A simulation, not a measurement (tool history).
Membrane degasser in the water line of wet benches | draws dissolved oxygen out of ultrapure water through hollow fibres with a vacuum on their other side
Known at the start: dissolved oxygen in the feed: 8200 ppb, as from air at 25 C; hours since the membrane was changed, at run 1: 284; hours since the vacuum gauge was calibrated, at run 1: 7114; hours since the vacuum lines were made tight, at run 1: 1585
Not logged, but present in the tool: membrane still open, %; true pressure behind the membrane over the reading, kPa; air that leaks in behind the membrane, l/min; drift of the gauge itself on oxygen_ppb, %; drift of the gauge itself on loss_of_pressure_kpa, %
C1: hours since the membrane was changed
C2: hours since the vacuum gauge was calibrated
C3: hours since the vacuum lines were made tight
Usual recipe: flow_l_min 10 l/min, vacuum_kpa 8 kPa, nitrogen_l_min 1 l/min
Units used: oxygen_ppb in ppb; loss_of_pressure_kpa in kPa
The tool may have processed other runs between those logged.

{"run": 1, "hour": 0.0, "flow_l_min": 10, "vacuum_kpa": 8, "nitrogen_l_min": 1, "C1": 284, "C2": 7114, "C3": 1585, "oxygen_ppb": 146.1, "loss_of_pressure_kpa": 67.81}
{"run": 2, "hour": 75.9, "flow_l_min": 14, "vacuum_kpa": 8, "nitrogen_l_min": 1, "C1": 360, "C2": 7190, "C3": 1661, "oxygen_ppb": 253.1, "loss_of_pressure_kpa": 94.76}
{"run": 3, "hour": 164.0, "flow_l_min": 10, "vacuum_kpa": 8, "nitrogen_l_min": 1, "C1": 448, "C2": 7278, "C3": 1749, "oxygen_ppb": 145.6, "loss_of_pressure_kpa": 68.42}
{"hour": 226.0, "done": "vacuum gauge calibrated"}
{"run": 4, "hour": 244.2, "flow_l_min": 10, "vacuum_kpa": 8, "nitrogen_l_min": 1, "C1": 528, "C2": 18, "C3": 1829, "oxygen_ppb": 145.1, "loss_of_pressure_kpa": 67.58}
{"run": 5, "hour": 354.5, "flow_l_min": 10, "vacuum_kpa": 8, "nitrogen_l_min": 1.25, "C1": 638, "C2": 128, "C3": 1939, "oxygen_ppb": 123.6, "loss_of_pressure_kpa": 67.97}
{"run": 6, "hour": 465.6, "flow_l_min": 10, "vacuum_kpa": 8, "nitrogen_l_min": 1.25, "C1": 749, "C2": 240, "C3": 2050, "oxygen_ppb": 125.2, "loss_of_pressure_kpa": 68.42}
{"run": 7, "hour": 537.9, "flow_l_min": 10, "vacuum_kpa": 8, "nitrogen_l_min": 1, "C1": 822, "C2": 312, "C3": 2123, "oxygen_ppb": 143.8, "loss_of_pressure_kpa": 68.14}
{"run": 8, "hour": 642.4, "flow_l_min": 10, "vacuum_kpa": 8, "nitrogen_l_min": 1, "C1": 926, "C2": 416, "C3": 2227, "oxygen_ppb": 144.9, "loss_of_pressure_kpa": 68.23}
{"run": 9, "hour": 746.3, "flow_l_min": 10, "vacuum_kpa": 8, "nitrogen_l_min": 1.21, "C1": 1030, "C2": 520, "C3": 2331, "oxygen_ppb": 127.7, "loss_of_pressure_kpa": 67.92}
{"run": 10, "hour": 815.1, "flow_l_min": 10, "vacuum_kpa": 8, "nitrogen_l_min": 1.21, "C1": 1099, "C2": 589, "C3": 2400, "oxygen_ppb": 128.2, "loss_of_pressure_kpa": 68.35}
{"run": 11, "hour": 865.4, "flow_l_min": 10, "vacuum_kpa": 8, "nitrogen_l_min": 1.21, "C1": 1149, "C2": 639, "C3": 2450, "oxygen_ppb": 130.1, "loss_of_pressure_kpa": 67.99}
{"run": 12, "hour": 946.6, "flow_l_min": 10, "vacuum_kpa": 8, "nitrogen_l_min": 1, "C1": 1230, "C2": 721, "C3": 2531, "oxygen_ppb": 144.1, "loss_of_pressure_kpa": 68.57}
{"run": 13, "hour": 1044.2, "flow_l_min": 10, "vacuum_kpa": 18.68, "nitrogen_l_min": 1, "C1": 1328, "C2": 818, "C3": 2629, "oxygen_ppb": 382.8, "loss_of_pressure_kpa": 68.53}
{"run": 14, "hour": 1111.7, "flow_l_min": 10, "vacuum_kpa": 18.68, "nitrogen_l_min": 1, "C1": 1395, "C2": 886, "C3": 2696, "oxygen_ppb": 385.3, "loss_of_pressure_kpa": 68.55}
{"run": 15, "hour": 1186.8, "flow_l_min": 10, "vacuum_kpa": 8, "nitrogen_l_min": 1, "C1": 1471, "C2": 961, "C3": 2771, "oxygen_ppb": 146.9, "loss_of_pressure_kpa": 68.21}
{"run": 16, "hour": 1279.0, "flow_l_min": 10, "vacuum_kpa": 8, "nitrogen_l_min": 1, "C1": 1563, "C2": 1053, "C3": 2864, "oxygen_ppb": 144.7, "loss_of_pressure_kpa": 68.54}

Run 17 is up next; what results do you expect?
{"run": 17, "hour": 1358.3, "flow_l_min": 15, "vacuum_kpa": 8, "nitrogen_l_min": 1, "C1": 1642, "C2": 1132, "C3": 2943, "oxygen_ppb": "?", "loss_of_pressure_kpa": "?"}

oxygen_ppb: 284.2 ppb
loss_of_pressure_kpa: 103.57 kPa
Had the tool carried no hidden state, the very same run would have given oxygen_ppb 284 ppb, loss_of_pressure_kpa 102.68 kPa.

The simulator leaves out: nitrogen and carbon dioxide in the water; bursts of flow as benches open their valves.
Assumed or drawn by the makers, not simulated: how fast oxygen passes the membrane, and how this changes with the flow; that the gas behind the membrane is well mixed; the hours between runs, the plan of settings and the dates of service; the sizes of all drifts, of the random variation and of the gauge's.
